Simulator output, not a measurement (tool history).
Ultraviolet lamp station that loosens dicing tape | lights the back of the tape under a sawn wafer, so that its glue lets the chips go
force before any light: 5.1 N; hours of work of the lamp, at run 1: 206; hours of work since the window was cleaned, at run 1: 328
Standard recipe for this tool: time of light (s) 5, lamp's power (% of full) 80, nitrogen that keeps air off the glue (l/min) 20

run	hour	time of light (s)	lamp's power (% of full)	nitrogen that keeps air off the glue (l/min)	hours of work of the lamp	hours of work since the window was cleaned	force that peels the tape off (N)	light that reached the tape (mJ/cm²)
1	0.0	5	80	20	206	328	0.499	286
# hour 31.6: window cleaned of glue's vapour
2	45.2	5	80	20	226	6	0.554	276
3	87.2	5	80	20	245	25	0.589	271
4	115.8	5	80	20	258	39	0.578	267
# hour 129.0: window cleaned of glue's vapour, once more
5	156.8	5	80	20	277	13	0.428	301
6	188.3	5	80	20	291	27	0.445	301
7	248.8	5	80	24	319	55	0.429	303
8	307.9	5	80	24	346	82	0.428	292
9	343.6	5	80	24	362	98	0.426	293
10	412.0	5	80	20	394	129	0.501	289
11	457.1	5	80	20	414	150	0.514	284
12	517.3	5	80	20	442	178	0.550	282
13	583.4	9	73	24	472	208	0.148	461
14	632.8	4	73	24	495	230	0.900	201
15	667.2	2	81	14	510	246	2.322	112
16	698.0	2	74	26	524	260	2.033	100
17	731.5	4	99	40	540	276	0.399	269
18	759.4	3	93	13	553	288	1.300	187
19	810.8	9	95	9	576	312	0.194	573
20	842.1	9	95	9	590	326	0.189	571
21	874.7	5	67	9	605	341	1.259	222
# hour 879.2: window cleaned of glue's vapour
22	926.7	5	91	16	629	22	0.447	327

Consider 3 possible next runs. They are alternatives, not a sequence: every one starts from the tool as it was left by run 22. What does each give?
A	988.3	2	82	22	657	50	?	?
B	988.3	4	70	8	657	50	?	?
C	988.3	4	73	11	657	50	?	?

run	force that peels the tape off (N)	light that reached the tape (mJ/cm²)
A	1.914	116
B	1.563	200
C	1.284	208
Without the tool's unlogged condition, the same runs would have read:
run	force that peels the tape off (N)	light that reached the tape (mJ/cm²)
A	1.667	132
B	1.322	228
C	1.057	237
